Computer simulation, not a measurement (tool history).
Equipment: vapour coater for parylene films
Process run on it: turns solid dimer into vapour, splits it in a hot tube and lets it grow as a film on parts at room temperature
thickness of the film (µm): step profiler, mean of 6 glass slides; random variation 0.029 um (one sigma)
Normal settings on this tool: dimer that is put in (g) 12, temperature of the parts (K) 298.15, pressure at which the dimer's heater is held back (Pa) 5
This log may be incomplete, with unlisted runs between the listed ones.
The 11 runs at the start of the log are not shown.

run	hour	dimer that is put in (g)	temperature of the parts (K)	pressure at which the dimer's heater is held back (Pa)	hours of work since the trap's valve was overhauled	hours of work since the table's thermometer was calibrated	thickness of the film (µm)
12	182.1	12	298.15	5	268	662	2.54
13	199.1	12	298.15	2.87	282	677	2.88
14	216.7	12	298.15	2.87	297	692	2.81
15	241.3	16	298.15	5	318	712	3.46
16	263.2	16	292.15	5	336	731	4.32
17	274.7	8	292.15	6.56	346	741	2.04
18	295.1	8	292.15	6.56	363	758	2.05
# hour 298: table's thermometer calibrated
19	314.6	8	302.15	6.71	379	14	1.37
20	338.1	12	298.15	3.35	399	34	2.78
21	349.6	13	296.15	4.35	409	44	3.05
# hour 352.2: table's thermometer calibrated, once more
22	363.6	13	296.15	4.35	419	10	2.95
23	375.5	12	296.15	8.75	430	20	2.42
24	391.1	22	307.15	3.58	443	33	3.38
25	415	6	301.15	2.19	463	53	1.24
26	434.4	6	301.15	2.19	479	69	1.24
27	451.2	6	309.15	2.11	493	84	0.91
28	464.4	8	294.15	6.26	505	95	1.8
29	485.8	12	290.15	2.19	523	113	3.2
30	502.1	12	299.15	4.75	536	127	2.34
31	521.9	6	299.15	4.75	553	143	1.2
32	538.9	6	299.15	4.75	568	158	1.17

Predict each of these 3 candidate next runs independently; none follows another, all start after run 32:
A	553.2	9	303.15	4.75	580	170	?
B	553.2	6	298.15	4.75	580	170	?
C	553.2	6	299.15	4.37	580	170	?

run	thickness of the film (µm)
A	1.49
B	1.22
C	1.18
What these runs would have given with no unlogged condition in the tool:
run	thickness of the film (µm)
A	1.65
B	1.34
C	1.31

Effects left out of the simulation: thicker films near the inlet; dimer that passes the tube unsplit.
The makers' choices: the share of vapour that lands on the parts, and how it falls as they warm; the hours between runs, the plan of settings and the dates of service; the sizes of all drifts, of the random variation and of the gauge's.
